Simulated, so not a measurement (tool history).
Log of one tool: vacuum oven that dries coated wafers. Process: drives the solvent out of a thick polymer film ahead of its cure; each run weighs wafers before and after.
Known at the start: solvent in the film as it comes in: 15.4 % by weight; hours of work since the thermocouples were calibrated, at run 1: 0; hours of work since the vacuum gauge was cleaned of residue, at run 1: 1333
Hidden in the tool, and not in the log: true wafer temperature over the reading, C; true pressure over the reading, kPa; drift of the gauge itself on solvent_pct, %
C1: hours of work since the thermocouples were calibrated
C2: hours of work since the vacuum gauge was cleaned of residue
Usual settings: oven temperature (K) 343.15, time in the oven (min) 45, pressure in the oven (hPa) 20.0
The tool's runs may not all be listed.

Run 1, hour 0.0: usual settings; C1 0; C2 1333. Result: solvent left in the film (%) 4.20.
Run 2, hour 53.2: usual settings but oven temperature (K) 331.15; C1 42; C2 1375. Result: solvent left in the film (%) 8.62.
Run 3, hour 90.3: usual settings; C1 71; C2 1404. Result: solvent left in the film (%) 4.21.
Run 4, hour 119.1: usual settings; C1 94; C2 1426. Result: solvent left in the film (%) 4.22.
Run 5, hour 166.8: usual settings but oven temperature (K) 346.15; C1 131; C2 1464. Result: solvent left in the film (%) 3.28.
Run 6, hour 202.8: usual settings but pressure in the oven (hPa) 36.2; C1 159; C2 1492. Result: solvent left in the film (%) 5.70.
Run 7, hour 231.0: usual settings but oven temperature (K) 335.15; C1 182; C2 1514. Result: solvent left in the film (%) 7.09.
Run 8, hour 257.7: usual settings but oven temperature (K) 335.15; C1 203; C2 1535. Result: solvent left in the film (%) 7.07.
Run 9, hour 306.6: usual settings but oven temperature (K) 335.15; C1 241; C2 1574. Result: solvent left in the film (%) 6.97.
Run 10, hour 343.4: usual settings but oven temperature (K) 335.15; C1 270; C2 1603. Result: solvent left in the film (%) 6.94.
Run 11, hour 375.7: usual settings; C1 295; C2 1628. Result: solvent left in the film (%) 4.09.
Run 12, hour 412.8: usual settings; C1 325; C2 1657. Result: solvent left in the film (%) 4.08.
Run 13, hour 445.1: usual settings but pressure in the oven (hPa) 45.8; C1 350; C2 1683. Result: solvent left in the film (%) 6.48.
Run 14, hour 487.4: usual settings but pressure in the oven (hPa) 45.8; C1 383; C2 1716. Result: solvent left in the film (%) 6.48.
Run 15, hour 512.3: usual settings but time in the oven (min) 61, pressure in the oven (hPa) 45.8; C1 403; C2 1736. Result: solvent left in the film (%) 5.87.
Run 16, hour 537.8: usual settings but time in the oven (min) 28; C1 423; C2 1756. Result: solvent left in the film (%) 5.69.
Run 17, hour 591.3: usual settings but time in the oven (min) 28; C1 465; C2 1798. Result: solvent left in the film (%) 5.70.
Run 18, hour 640.5: usual settings but time in the oven (min) 28; C1 504; C2 1836. Result: solvent left in the film (%) 5.67.
Run 19, hour 689.6: usual settings but time in the oven (min) 44; C1 542; C2 1875. Result: solvent left in the film (%) 4.04.
Run 20, hour 732.9: usual settings; C1 576; C2 1909. Result: solvent left in the film (%) 3.95.
Run 21, hour 783.6: usual settings; C1 616; C2 1949. Result: solvent left in the film (%) 3.98.
Run 22, hour 836.7: usual settings; C1 658; C2 1991. Result: solvent left in the film (%) 3.99.
Run 23, hour 880.3: usual settings; C1 692; C2 2025. Result: solvent left in the film (%) 3.95.
Run 24, hour 911.9: usual settings; C1 717; C2 2050. Result: solvent left in the film (%) 3.95.
Run 25, hour 954.1: usual settings but time in the oven (min) 50; C1 750; C2 2083. Result: solvent left in the film (%) 3.62.
Run 26, hour 986.4: usual settings but oven temperature (K) 351.15, pressure in the oven (hPa) 42.6; C1 776; C2 2108. Result: solvent left in the film (%) 3.75.
At hour 1016.1: oven's thermocouples calibrated.
Run 27, hour 1021.1: usual settings but oven temperature (K) 339.15, time in the oven (min) 40, pressure in the oven (hPa) 21.9; C1 4; C2 2134. Result: solvent left in the film (%) 6.54.
Run 28, hour 1045.5: usual settings but oven temperature (K) 340.15, time in the oven (min) 27; C1 23; C2 2153. Result: solvent left in the film (%) 7.42.
Run 29, hour 1096.9: usual settings but oven temperature (K) 340.15, time in the oven (min) 27; C1 64; C2 2194. Result: solvent left in the film (%) 7.36.
Run 30, hour 1136.8: usual settings but oven temperature (K) 340.15, time in the oven (min) 27; C1 95; C2 2225. Result: solvent left in the film (%) 7.35.
Run 31, hour 1159.1: usual settings but oven temperature (K) 340.15, time in the oven (min) 27; C1 112; C2 2243. Result: solvent left in the film (%) 7.37.
Run 32, hour 1207.6: usual settings but time in the oven (min) 44, pressure in the oven (hPa) 14.0; C1 151; C2 2281. Result: solvent left in the film (%) 4.01.
Run 33, hour 1258.4: usual settings but time in the oven (min) 44, pressure in the oven (hPa) 14.0; C1 191; C2 2321. Result: solvent left in the film (%) 3.93.
Run 34, hour 1310.7: usual settings but oven temperature (K) 353.15, pressure in the oven (hPa) 26.1; C1 232; C2 2362. Result: solvent left in the film (%) 2.54.
Run 35, hour 1340.5: usual settings but oven temperature (K) 330.15, time in the oven (min) 57; C1 255; C2 2385. Result: solvent left in the film (%) 8.53.
Run 36, hour 1378.4: usual settings but oven temperature (K) 330.15, time in the oven (min) 57; C1 285; C2 2415. Result: solvent left in the film (%) 8.44.
Run 37, hour 1415.7: usual settings but time in the oven (min) 35, pressure in the oven (hPa) 25.2; C1 314; C2 2444. Result: solvent left in the film (%) 5.70.
Run 38, hour 1457.6: usual settings but oven temperature (K) 351.15, time in the oven (min) 40, pressure in the oven (hPa) 42.5; C1 347; C2 2477. Result: solvent left in the film (%) 4.25.
Run 39, hour 1506.3: usual settings but oven temperature (K) 351.15, time in the oven (min) 40, pressure in the oven (hPa) 42.5; C1 385; C2 2516. Result: solvent left in the film (%) 4.29.
Run 40, hour 1540.6: usual settings but oven temperature (K) 350.15, time in the oven (min) 46, pressure in the oven (hPa) 71.5; C1 412; C2 2543. Result: solvent left in the film (%) 6.46.
Run 41, hour 1569.6: usual settings but oven temperature (K) 357.15, time in the oven (min) 36, pressure in the oven (hPa) 65.1; C1 435; C2 2565. Result: solvent left in the film (%) 4.43.
Run 42, hour 1593.8: usual settings but oven temperature (K) 357.15, time in the oven (min) 36, pressure in the oven (hPa) 65.1; C1 454; C2 2584. Result: solvent left in the film (%) 4.49.
Run 43, hour 1625.8: usual settings but oven temperature (K) 357.15, time in the oven (min) 36, pressure in the oven (hPa) 65.1; C1 479; C2 2610. Result: solvent left in the film (%) 4.43.
Run 44, hour 1668.2: usual settings but oven temperature (K) 357.15, time in the oven (min) 36, pressure in the oven (hPa) 65.1; C1 513; C2 2643. Result: solvent left in the film (%) 4.45.
Run 45, hour 1697.2: usual settings but oven temperature (K) 345.15, time in the oven (min) 48, pressure in the oven (hPa) 17.4; C1 536; C2 2666. Result: solvent left in the film (%) 3.34.
Run 46, hour 1724.1: usual settings but oven temperature (K) 345.15, time in the oven (min) 48, pressure in the oven (hPa) 17.4; C1 557; C2 2687. Result: solvent left in the film (%) 3.31.
Run 47, hour 1746.3: usual settings but oven temperature (K) 345.15, time in the oven (min) 48, pressure in the oven (hPa) 17.4; C1 574; C2 2704. Result: solvent left in the film (%) 3.32.

Forecast each of these 3 alternatives for the next run:
Run A, hour 1775.6: usual settings but oven temperature (K) 337.15, time in the oven (min) 51, pressure in the oven (hPa) 54.7; C1 597; C2 2727. Result: solvent left in the film (%) ?.
Run B, hour 1775.6: usual settings but oven temperature (K) 333.15, time in the oven (min) 44, pressure in the oven (hPa) 17.4; C1 597; C2 2727. Result: solvent left in the film (%) ?.
Run C, hour 1775.6: usual settings but oven temperature (K) 345.15, time in the oven (min) 28, pressure in the oven (hPa) 17.4; C1 597; C2 2727. Result: solvent left in the film (%) ?.

run  solvent left in the film (%)
  A                          9.75
  B                          7.73
  C                          4.94
Without the tool's hidden state the same runs would have given:
run  solvent left in the film (%)
  A                          9.69
  B                          7.59
  C                          4.94
